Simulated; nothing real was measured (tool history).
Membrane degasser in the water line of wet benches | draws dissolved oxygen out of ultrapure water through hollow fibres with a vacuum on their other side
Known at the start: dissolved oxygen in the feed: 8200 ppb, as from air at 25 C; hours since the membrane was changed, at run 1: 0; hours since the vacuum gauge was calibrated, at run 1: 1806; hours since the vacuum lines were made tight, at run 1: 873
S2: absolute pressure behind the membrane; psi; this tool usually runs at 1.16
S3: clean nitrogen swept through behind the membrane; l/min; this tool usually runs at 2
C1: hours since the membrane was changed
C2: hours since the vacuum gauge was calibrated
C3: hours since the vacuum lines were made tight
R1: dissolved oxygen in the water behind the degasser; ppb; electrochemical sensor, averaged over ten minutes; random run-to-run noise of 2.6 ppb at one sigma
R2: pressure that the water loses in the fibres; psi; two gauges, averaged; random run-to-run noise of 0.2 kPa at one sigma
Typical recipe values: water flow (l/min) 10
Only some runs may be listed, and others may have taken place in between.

run 1 day=0 | water_flow_(l/min)=10 S2=1.16 S3=2 | C1=0 C2=1806 C3=873 | R1=256.3 R2=6.605
run 2 day=11.342 | water_flow_(l/min)=10 S2=1.16 S3=2 | C1=272 C2=2079 C3=1145 | R1=253.1 R2=6.62
run 3 day=18.879 | water_flow_(l/min)=10 S2=1.16 S3=2 | C1=453 C2=2260 C3=1326 | R1=259.8 R2=6.64
run 4 day=32.675 | water_flow_(l/min)=10 S2=1.16 S3=2 | C1=784 C2=2591 C3=1657 | R1=256.4 R2=6.583
run 5 day=46.921 | water_flow_(l/min)=10 S2=1.16 S3=2 | C1=1126 C2=2932 C3=1999 | R1=261.7 R2=6.609
-- day=54.446 vacuum gauge calibrated
run 6 day=57.796 | water_flow_(l/min)=10 S2=1.16 S3=2 | C1=1387 C2=80 C3=2260 | R1=258.4 R2=6.68
run 7 day=71.508 | water_flow_(l/min)=10 S2=1.16 S3=2 | C1=1716 C2=409 C3=2589 | R1=255.3 R2=6.667
run 8 day=81.125 | water_flow_(l/min)=10 S2=1.16 S3=2 | C1=1946 C2=640 C3=2819 | R1=253.8 R2=6.722
run 9 day=87.804 | water_flow_(l/min)=10 S2=1.16 S3=2 | C1=2107 C2=801 C3=2980 | R1=263.6 R2=6.683
run 10 day=96.825 | water_flow_(l/min)=10 S2=1.16 S3=2 | C1=2323 C2=1017 C3=3196 | R1=259.3 R2=6.691
run 11 day=107.262 | water_flow_(l/min)=10 S2=1.16 S3=2 | C1=2574 C2=1268 C3=3447 | R1=253.5 R2=6.741
run 12 day=120.4 | water_flow_(l/min)=10 S2=1.16 S3=2 | C1=2889 C2=1583 C3=3762 | R1=260.6 R2=6.763
run 13 day=132.546 | water_flow_(l/min)=10 S2=1.16 S3=2.52 | C1=3181 C2=1874 C3=4053 | R1=248.3 R2=6.805
-- day=140.742 gauge calibrated
run 14 day=144.604 | water_flow_(l/min)=12 S2=1.16 S3=2 | C1=3470 C2=2164 C3=4343 | R1=367.3 R2=7.909
run 15 day=153.083 | water_flow_(l/min)=12 S2=1.16 S3=2 | C1=3673 C2=2367 C3=4546 | R1=361.7 R2=7.945
run 16 day=161.146 | water_flow_(l/min)=10 S2=1.16 S3=2 | C1=3867 C2=2561 C3=4740 | R1=262.3 R2=6.663
run 17 day=171.196 | water_flow_(l/min)=10 S2=1.16 S3=2 | C1=4108 C2=2802 C3=4981 | R1=259.3 R2=6.637
run 18 day=180.312 | water_flow_(l/min)=10 S2=1.16 S3=2 | C1=4327 C2=3021 C3=5200 | R1=260.3 R2=6.612
-- day=183.254 vacuum gauge calibrated
run 19 day=191.75 | water_flow_(l/min)=6 S2=0.801 S3=1.23 | C1=4601 C2=204 C3=5474 | R1=81.4 R2=4.035
run 20 day=200.612 | water_flow_(l/min)=14 S2=1.514 S3=0.97 | C1=4814 C2=417 C3=5687 | R1=613.3 R2=9.307

What does the tool deliver on the next run?
run 21 day=214.35 | water_flow_(l/min)=15 S2=1.713 S3=2.91 | C1=5143 C2=746 C3=6016 | R1=? R2=?

Run 21 measured R1 537.7 ppb, R2 9.964 psi.
With the hidden condition absent and the run-to-run variation left alone, this run would have shown R1 536.9 ppb, R2 9.826 psi.
